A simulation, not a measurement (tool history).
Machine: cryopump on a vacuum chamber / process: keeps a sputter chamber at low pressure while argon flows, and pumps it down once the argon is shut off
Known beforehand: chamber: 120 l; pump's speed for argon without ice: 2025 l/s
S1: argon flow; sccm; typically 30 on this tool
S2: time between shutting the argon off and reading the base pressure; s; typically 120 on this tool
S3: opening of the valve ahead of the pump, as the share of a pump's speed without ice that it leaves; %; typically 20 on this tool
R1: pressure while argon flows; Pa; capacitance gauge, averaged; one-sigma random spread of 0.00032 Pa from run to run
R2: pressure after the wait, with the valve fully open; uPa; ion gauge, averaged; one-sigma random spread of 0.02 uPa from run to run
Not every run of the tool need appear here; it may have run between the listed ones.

| run | hour | S1 | S2 | S3 | R1 | R2 |
|---|---|---|---|---|---|---|
| 1 | 0 | 30 | 120 | 20 | 0.1283 | 1.78 |
| 2 | 60.4 | 30 | 120 | 20 | 0.129 | 1.83 |
| 3 | 109.5 | 30 | 120 | 23 | 0.1129 | 1.85 |
| 4 | 171.5 | 30 | 120 | 20 | 0.1297 | 1.89 |
| 5 | 230.4 | 30 | 120 | 20 | 0.1302 | 2 |
|  | 253 | pump warmed up, emptied and cooled again |
| 6 | 285.8 | 13 | 120 | 20 | 0.054 | 1.74 |
| 7 | 317.7 | 13 | 120 | 20 | 0.0545 | 1.78 |
| 8 | 357.9 | 13 | 120 | 20 | 0.0547 | 1.83 |
| 9 | 391 | 30 | 107 | 20 | 0.1265 | 1.86 |
| 10 | 440.4 | 30 | 107 | 20 | 0.1259 | 1.83 |
| 11 | 509.5 | 30 | 120 | 20 | 0.1272 | 1.9 |
| 12 | 542 | 30 | 120 | 20 | 0.1267 | 1.96 |
| 13 | 585.3 | 30 | 120 | 20 | 0.127 | 2 |
| 14 | 649.4 | 15 | 120 | 20 | 0.0639 | 2.04 |
| 15 | 680.9 | 30 | 120 | 20 | 0.1282 | 2.04 |
| 16 | 735.7 | 30 | 120 | 20 | 0.1284 | 2.15 |
| 17 | 804.6 | 33 | 27 | 21 | 0.135 | 2.62 |
| 18 | 850 | 33 | 27 | 21 | 0.1356 | 2.68 |
| 19 | 879.1 | 33 | 27 | 21 | 0.1356 | 2.72 |
| 20 | 923.9 | 33 | 27 | 21 | 0.1363 | 2.78 |
| 21 | 990.3 | 33 | 38 | 21 | 0.1363 | 2.61 |
| 22 | 1052.5 | 33 | 38 | 21 | 0.1371 | 2.71 |
|  | 1109.5 | pump warmed up, emptied and cooled again |
| 23 | 1122.6 | 37 | 61 | 23 | 0.1342 | 2.23 |
|  | 1130.6 | leaking fittings of the chamber tightened, without venting |
| 24 | 1191.7 | 37 | 61 | 23 | 0.1348 | 0.48 |
| 25 | 1237.3 | 37 | 61 | 23 | 0.1354 | 0.51 |
| 26 | 1306.3 | 37 | 61 | 23 | 0.1365 | 0.52 |
| 27 | 1348.8 | 37 | 61 | 23 | 0.1365 | 0.53 |
| 28 | 1395.2 | 37 | 61 | 23 | 0.1365 | 0.59 |
| 29 | 1438.2 | 37 | 61 | 23 | 0.1366 | 0.64 |
| 30 | 1467.2 | 37 | 61 | 23 | 0.1371 | 0.59 |

Below, some changes in R1 between adjacent runs. For each, the amount present without the hidden state too (settings, incoming material, random variation) and the amount remaining for the hidden state with gauge scatter not shared by both compared results:
The tool's hidden condition here consists of: pump's speed, % of a pump's without ice; cold plate's temperature, K; leak into the chamber, uPa l/s; drift of the gauge itself on working_pa, %; drift of the gauge itself on base_upa, %.
Run 5 -> 6: S1 30 -> 13, pump warmed up, emptied and cooled again. R1 -0.0762 Pa: hidden state -0.0046, all else -0.0716.
Run 8 -> 9: S1 13 -> 30, S2 120 -> 107. R1 +0.0718 Pa: hidden state +0.0008, all else +0.071.
Run 14 -> 15: S1 15 -> 30. R1 +0.0643 Pa: hidden state +0.0015, all else +0.0628.
Run 22 -> 23: S1 33 -> 37, S2 38 -> 61, S3 21 -> 23, pump warmed up, emptied and cooled again. R1 -0.0029 Pa: hidden state -0.005, all else +0.0021.
